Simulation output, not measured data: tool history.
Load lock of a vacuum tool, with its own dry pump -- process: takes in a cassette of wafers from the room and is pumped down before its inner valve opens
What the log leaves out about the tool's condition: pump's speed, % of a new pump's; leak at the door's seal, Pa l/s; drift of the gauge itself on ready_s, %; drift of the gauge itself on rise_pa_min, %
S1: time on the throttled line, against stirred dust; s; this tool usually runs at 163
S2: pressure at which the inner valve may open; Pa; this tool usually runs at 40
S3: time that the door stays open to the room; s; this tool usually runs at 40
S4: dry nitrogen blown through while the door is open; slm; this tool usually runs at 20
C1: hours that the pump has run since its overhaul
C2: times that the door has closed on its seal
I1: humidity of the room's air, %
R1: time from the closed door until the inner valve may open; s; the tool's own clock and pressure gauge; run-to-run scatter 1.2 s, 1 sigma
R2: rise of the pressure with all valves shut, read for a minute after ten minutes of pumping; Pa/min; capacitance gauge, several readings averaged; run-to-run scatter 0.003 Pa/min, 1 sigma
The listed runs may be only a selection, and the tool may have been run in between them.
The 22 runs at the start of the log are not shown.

run 23 hour=2047 | S1=141 S2=40 S3=74 S4=7 | C1=12491 C2=21864 | I1=44.2 | R1=236.4 R2=0.13
run 24 hour=2108.3 | S1=141 S2=40 S3=74 S4=7 | C1=12552 C2=22105 | I1=45.8 | R1=234.1 R2=0.133
run 25 hour=2186.7 | S1=304 S2=40 S3=138 S4=10 | C1=12631 C2=22413 | I1=48.2 | R1=358.4 R2=0.162
run 26 hour=2294.7 | S1=304 S2=40 S3=138 S4=10 | C1=12739 C2=22837 | I1=44.9 | R1=360.9 R2=0.154
run 27 hour=2375.4 | S1=304 S2=40 S3=138 S4=10 | C1=12819 C2=23154 | I1=45.1 | R1=362 R2=0.158
run 28 hour=2500.1 | S1=274 S2=40 S3=144 S4=14 | C1=12944 C2=23644 | I1=44.4 | R1=335.3 R2=0.153
run 29 hour=2606.9 | S1=163 S2=64 S3=232 S4=20 | C1=13051 C2=24063 | I1=42.2 | R1=246.2 R2=0.17
run 30 hour=2720 | S1=163 S2=64 S3=232 S4=20 | C1=13164 C2=24507 | I1=44.4 | R1=243.8 R2=0.176
run 31 hour=2796 | S1=163 S2=65 S3=64 S4=20 | C1=13240 C2=24805 | I1=43.6 | R1=243.8 R2=0.134
run 32 hour=2922.6 | S1=163 S2=65 S3=64 S4=20 | C1=13367 C2=25303 | I1=42.2 | R1=244.8 R2=0.135
run 33 hour=2987 | S1=163 S2=65 S3=64 S4=20 | C1=13431 C2=25556 | I1=46.7 | R1=246.1 R2=0.137
run 34 hour=3090.9 | S1=82 S2=77 S3=189 S4=20 | C1=13535 C2=25964 | I1=46.6 | R1=182.6 R2=0.178
run 35 hour=3179 | S1=216 S2=40 S3=128 S4=8 | C1=13623 C2=26310 | I1=42.9 | R1=294.5 R2=0.173
run 36 hour=3278.6 | S1=111 S2=40 S3=199 S4=8 | C1=13723 C2=26701 | I1=44.6 | R1=215.3 R2=0.187
run 37 hour=3387.1 | S1=193 S2=40 S3=40 S4=20 | C1=13831 C2=27127 | I1=45.8 | R1=273.6 R2=0.145
run 38 hour=3447 | S1=193 S2=37 S3=40 S4=20 | C1=13891 C2=27362 | I1=45.5 | R1=278.3 R2=0.15

Alternative continuations, all from the tool just after run 38; predict every row:
run A hour=3583.2 | S1=94 S2=37 S3=40 S4=20 | C1=14027 C2=27897 | I1=47.6 | R1=? R2=?
run B hour=3583.2 | S1=163 S2=71 S3=104 S4=20 | C1=14027 C2=27897 | I1=45 | R1=? R2=?
run C hour=3583.2 | S1=163 S2=40 S3=40 S4=5 | C1=14027 C2=27897 | I1=47.3 | R1=? R2=?

run=A R1=202 R2=0.147
run=B R1=241.8 R2=0.17
run=C R1=253.5 R2=0.152
The same runs, with their run-to-run variation unchanged, on a tool lacking any hidden condition would have given:
run=A R1=192.3 R2=0.02
run=B R1=234.6 R2=0.041
run=C R1=245.4 R2=0.025
